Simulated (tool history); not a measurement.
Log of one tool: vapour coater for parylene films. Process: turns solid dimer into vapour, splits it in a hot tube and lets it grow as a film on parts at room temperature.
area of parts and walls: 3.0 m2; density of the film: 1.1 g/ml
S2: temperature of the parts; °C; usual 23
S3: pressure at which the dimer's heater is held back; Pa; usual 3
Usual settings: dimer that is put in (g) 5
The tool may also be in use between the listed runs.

run 1 hour=0 | dimer_that_is_put_in_(g)=5 S2=23 S3=3 | thickness_of_the_film_(µm)=1.206
run 2 hour=10.7 | dimer_that_is_put_in_(g)=5 S2=23 S3=10.8 | thickness_of_the_film_(µm)=1.125
run 3 hour=23.5 | dimer_that_is_put_in_(g)=5 S2=23 S3=9.97 | thickness_of_the_film_(µm)=1.133
run 4 hour=31.7 | dimer_that_is_put_in_(g)=5 S2=23 S3=9.97 | thickness_of_the_film_(µm)=1.134
run 5 hour=39.4 | dimer_that_is_put_in_(g)=5 S2=23 S3=9.97 | thickness_of_the_film_(µm)=1.123
run 6 hour=45.8 | dimer_that_is_put_in_(g)=5 S2=23 S3=3 | thickness_of_the_film_(µm)=1.197
run 7 hour=55.5 | dimer_that_is_put_in_(g)=2 S2=23 S3=3 | thickness_of_the_film_(µm)=0.483
run 8 hour=67.9 | dimer_that_is_put_in_(g)=2 S2=23 S3=3 | thickness_of_the_film_(µm)=0.482
run 9 hour=78.3 | dimer_that_is_put_in_(g)=2 S2=23 S3=10.97 | thickness_of_the_film_(µm)=0.452
run 10 hour=86.4 | dimer_that_is_put_in_(g)=7 S2=23 S3=3.24 | thickness_of_the_film_(µm)=1.667
run 11 hour=98.6 | dimer_that_is_put_in_(g)=7 S2=23 S3=3.24 | thickness_of_the_film_(µm)=1.667
run 12 hour=108.4 | dimer_that_is_put_in_(g)=7 S2=23 S3=3.24 | thickness_of_the_film_(µm)=1.661
run 13 hour=119.6 | dimer_that_is_put_in_(g)=7 S2=33 S3=4.81 | thickness_of_the_film_(µm)=1.137
run 14 hour=127.1 | dimer_that_is_put_in_(g)=3 S2=23 S3=7.59 | thickness_of_the_film_(µm)=0.681
run 15 hour=140.1 | dimer_that_is_put_in_(g)=3 S2=23 S3=7.59 | thickness_of_the_film_(µm)=0.68
run 16 hour=154.6 | dimer_that_is_put_in_(g)=5 S2=23 S3=3 | thickness_of_the_film_(µm)=1.192
run 17 hour=165.3 | dimer_that_is_put_in_(g)=6 S2=23 S3=5.33 | thickness_of_the_film_(µm)=1.384
run 18 hour=174.9 | dimer_that_is_put_in_(g)=6 S2=23 S3=5.33 | thickness_of_the_film_(µm)=1.387

Forecast each of these 3 alternatives for the next run:
run A hour=188.2 | dimer_that_is_put_in_(g)=8 S2=23 S3=5.33 | thickness_of_the_film_(µm)=?
run B hour=188.2 | dimer_that_is_put_in_(g)=5 S2=25 S3=3.67 | thickness_of_the_film_(µm)=?
run C hour=188.2 | dimer_that_is_put_in_(g)=5 S2=23 S3=3.29 | thickness_of_the_film_(µm)=?

run=A thickness_of_the_film_(µm)=1.84
run=B thickness_of_the_film_(µm)=1.088
run=C thickness_of_the_film_(µm)=1.181
Without the tool's hidden state the same runs would have given:
run=A thickness_of_the_film_(µm)=1.93
run=B thickness_of_the_film_(µm)=1.142
run=C thickness_of_the_film_(µm)=1.239
